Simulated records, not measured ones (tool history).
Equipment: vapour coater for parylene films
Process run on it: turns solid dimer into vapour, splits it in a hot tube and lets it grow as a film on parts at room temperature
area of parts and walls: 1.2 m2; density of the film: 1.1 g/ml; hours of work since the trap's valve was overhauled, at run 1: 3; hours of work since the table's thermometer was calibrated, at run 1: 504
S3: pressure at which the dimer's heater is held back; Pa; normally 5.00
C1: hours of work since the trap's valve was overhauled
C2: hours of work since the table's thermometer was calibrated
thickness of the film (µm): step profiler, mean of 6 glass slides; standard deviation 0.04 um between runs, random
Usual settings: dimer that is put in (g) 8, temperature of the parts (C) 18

Run 1, hour 0.0: usual settings; C1 3; C2 504. Result: thickness of the film (µm) 4.20.
Run 2, hour 17.8: usual settings; C1 17; C2 518. Result: thickness of the film (µm) 4.19.
Run 3, hour 30.8: usual settings; C1 27; C2 528. Result: thickness of the film (µm) 4.26.
Run 4, hour 42.2: usual settings; C1 36; C2 537. Result: thickness of the film (µm) 4.17.
Run 5, hour 55.1: usual settings; C1 46; C2 547. Result: thickness of the film (µm) 4.18.
Run 6, hour 73.8: usual settings but temperature of the parts (C) 10; C1 60; C2 561. Result: thickness of the film (µm) 4.95.
Run 7, hour 87.7: usual settings but temperature of the parts (C) 10; C1 71; C2 572. Result: thickness of the film (µm) 4.86.
Run 8, hour 102.0: usual settings but temperature of the parts (C) 10; C1 82; C2 583. Result: thickness of the film (µm) 4.83.
Run 9, hour 117.1: usual settings but temperature of the parts (C) 10; C1 94; C2 595. Result: thickness of the film (µm) 4.74.
Run 10, hour 135.9: usual settings but temperature of the parts (C) 10; C1 108; C2 609. Result: thickness of the film (µm) 4.77.
Run 11, hour 154.2: usual settings but temperature of the parts (C) 10; C1 122; C2 623. Result: thickness of the film (µm) 4.78.
Run 12, hour 165.1: usual settings but dimer that is put in (g) 9; C1 131; C2 632. Result: thickness of the film (µm) 4.58.
Run 13, hour 183.6: usual settings but dimer that is put in (g) 12, temperature of the parts (C) 12, S3 5.22 Pa; C1 145; C2 646. Result: thickness of the film (µm) 6.78.
Run 14, hour 197.8: usual settings but S3 2.82 Pa; C1 156; C2 657. Result: thickness of the film (µm) 4.31.
Run 15, hour 213.1: usual settings but S3 4.64 Pa; C1 168; C2 669. Result: thickness of the film (µm) 4.07.
Run 16, hour 230.8: usual settings but temperature of the parts (C) 30, S3 5.14 Pa; C1 182; C2 683. Result: thickness of the film (µm) 3.09.
Run 17, hour 246.0: usual settings but dimer that is put in (g) 5, temperature of the parts (C) 13, S3 2.21 Pa; C1 193; C2 694. Result: thickness of the film (µm) 3.00.
Run 18, hour 254.7: usual settings but dimer that is put in (g) 6, temperature of the parts (C) 13, S3 2.21 Pa; C1 200; C2 701. Result: thickness of the film (µm) 3.75.
Run 19, hour 267.5: usual settings but dimer that is put in (g) 6, temperature of the parts (C) 13, S3 2.21 Pa; C1 210; C2 711. Result: thickness of the film (µm) 3.67.
Run 20, hour 275.6: usual settings but dimer that is put in (g) 6, temperature of the parts (C) 13, S3 4.70 Pa; C1 216; C2 717. Result: thickness of the film (µm) 3.32.
Run 21, hour 293.7: usual settings but dimer that is put in (g) 10, temperature of the parts (C) 14, S3 2.58 Pa; C1 230; C2 731. Result: thickness of the film (µm) 5.76.

What does the tool deliver on the next run?
Run 22, hour 309.3: usual settings but dimer that is put in (g) 6; C1 242; C2 743. Result: thickness of the film (µm) ?.

thickness of the film (µm): 2.89
If the tool had no hidden condition, the same run with the same run-to-run variation would have returned thickness of the film (µm) 3.18.
